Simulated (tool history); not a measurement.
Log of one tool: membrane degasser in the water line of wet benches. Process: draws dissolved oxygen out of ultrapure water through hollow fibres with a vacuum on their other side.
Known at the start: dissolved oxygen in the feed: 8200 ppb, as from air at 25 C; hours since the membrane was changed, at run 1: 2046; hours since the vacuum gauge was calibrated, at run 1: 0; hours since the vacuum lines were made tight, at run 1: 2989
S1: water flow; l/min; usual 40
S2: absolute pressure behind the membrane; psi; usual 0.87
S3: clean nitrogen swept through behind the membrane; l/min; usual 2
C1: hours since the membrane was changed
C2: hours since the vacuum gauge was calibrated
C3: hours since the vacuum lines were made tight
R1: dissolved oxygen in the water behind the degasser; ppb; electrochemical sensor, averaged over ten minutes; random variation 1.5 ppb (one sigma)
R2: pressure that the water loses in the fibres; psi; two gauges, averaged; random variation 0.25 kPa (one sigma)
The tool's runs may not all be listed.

run    hour  S1     S2    S3    C1    C2    C3     R1      R2
  1       0  40   0.87     2  2046     0  2989  153.7  10.044
  2   128.2  40   0.87     2  2174   128  3117  156.1   10.04
  3   267.7  40   0.87  4.09  2313   268  3256   96.6   9.971
  4     427  30   0.87  4.09  2473   427  3416   68.7    7.51
  5   553.7  30   0.87  4.09  2599   554  3542   70.1   7.506
  6   712.7  30   0.87  4.09  2758   713  3701   68.9   7.559
  7   882.6  30   0.87  4.09  2928   883  3871   71.2   7.509
  8   962.9  40   0.87     2  3009   963  3952  160.1   10.05
  9  1045.5  40   0.87     2  3091  1045  4034  158.3  10.076
 10  1131.8  40   0.87  1.16  3177  1132  4121  238.8  10.111
 11    1276  40   0.87  1.16  3322  1276  4265  233.9  10.063
 12  1388.5  40   0.87  0.94  3434  1389  4377  268.8  10.092
 13  1526.1  40   0.87  4.93  3572  1526  4515   86.5  10.095
 14  1602.1  40   0.87     2  3648  1602  4591  158.6  10.113
 15  1733.9  40   0.87     2  3780  1734  4723  161.8  10.137
 16  1875.4  40   0.87     2  3921  1875  4864    162  10.118
 17  1964.9  31  0.657  1.12  4011  1965  4954  107.3   7.858
 18  2061.2  31  0.657  1.12  4107  2061  5050  108.9   7.886
 19  2141.8  37   0.87   2.9  4187  2142  5131  117.2   9.367
 20  2295.3  37   0.87   2.9  4341  2295  5284  114.4   9.313
 21  2403.7  37   0.87   2.9  4449  2404  5392  116.8   9.391
 22  2486.4  37   0.87   2.9  4532  2486  5475  117.3   9.435
 23    2642  37   0.87   2.9  4688  2642  5631  116.2   9.425
 24    2719  40  0.534  4.24  4765  2719  5708   48.3  10.174
     2845.1  -- seals of the vacuum lines changed
 25  2886.5  40  0.534  4.24  4930  2884    41   48.3  10.145
 26  3031.7  55  0.534  0.86  5075  3030   187  127.3  14.064
 27  3146.2  55  0.534  0.86  5190  3144   301  129.1  14.053
 28  3288.9  41  0.735  1.03  5332  3287   444  197.7  10.434
 29  3395.7  28  1.677     2  5439  3394   551  286.5   7.168
 30  3508.7  28  1.677     2  5552  3507   664  287.5   7.146
 31  3672.9  45    0.6  5.23  5717  3671   828   65.5  11.529

4 ways to go on from here, each from the tool as it stands after run 31. What would each give?
  A  3772.7  26    0.6  5.23  5816  3771  928   ?   ?
  B  3772.7  44    0.6  5.23  5816  3771  928   ?   ?
  C  3772.7  34  1.302  1.17  5816  3771  928   ?   ?
  D  3772.7  45  1.568  2.25  5816  3771  928   ?   ?

run     R1      R2
  A   29.8   6.689
  B   63.4  11.301
  C  385.9   8.624
  D    369  11.515
Without the tool's hidden state the same runs would have given:
run     R1      R2
  A   24.1   6.447
  B   52.1  10.891
  C  369.6   8.309
  D  353.9  11.097
